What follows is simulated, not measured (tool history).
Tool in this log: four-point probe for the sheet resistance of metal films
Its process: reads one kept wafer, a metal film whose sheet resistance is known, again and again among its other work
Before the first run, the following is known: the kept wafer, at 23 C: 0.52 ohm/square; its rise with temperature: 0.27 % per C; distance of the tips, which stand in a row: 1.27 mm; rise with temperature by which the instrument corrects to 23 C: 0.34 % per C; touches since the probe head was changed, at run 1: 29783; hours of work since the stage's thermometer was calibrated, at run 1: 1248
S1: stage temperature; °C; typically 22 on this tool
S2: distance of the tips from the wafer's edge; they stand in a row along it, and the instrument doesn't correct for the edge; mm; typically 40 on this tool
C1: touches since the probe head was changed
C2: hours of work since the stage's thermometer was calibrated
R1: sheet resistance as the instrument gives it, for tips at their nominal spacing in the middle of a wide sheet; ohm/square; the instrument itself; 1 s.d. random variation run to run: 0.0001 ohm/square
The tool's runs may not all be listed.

run   hour  S1  S2     C1    C2        R1
  1    0.0  22  40  29783  1248  0.520758
  2   14.0  22  12  30365  1255  0.523431
  3   29.3  22  40  31000  1264  0.520692
  4   45.1  22  40  31660  1273  0.520671
  5   54.8  22  40  32063  1279  0.520597
  6   65.7  22  40  32513  1285  0.520687
  7   78.2  22  40  33035  1292  0.520768
  8   99.1  22   6  33906  1304  0.532657
  9  108.4  22   6  34291  1309  0.532805
 10  129.4  22   6  35162  1321  0.532656
 11  149.1  27  40  35982  1332  0.518734
 12  166.9  25  40  36723  1342  0.519543

For run 13, what comes out?
 13  189.1  30  12  37646  1354   ?

R1: 0.520566 ohm/square
Minus the tool's unlogged condition, the same run would have read R1 0.520524 ohm/square.

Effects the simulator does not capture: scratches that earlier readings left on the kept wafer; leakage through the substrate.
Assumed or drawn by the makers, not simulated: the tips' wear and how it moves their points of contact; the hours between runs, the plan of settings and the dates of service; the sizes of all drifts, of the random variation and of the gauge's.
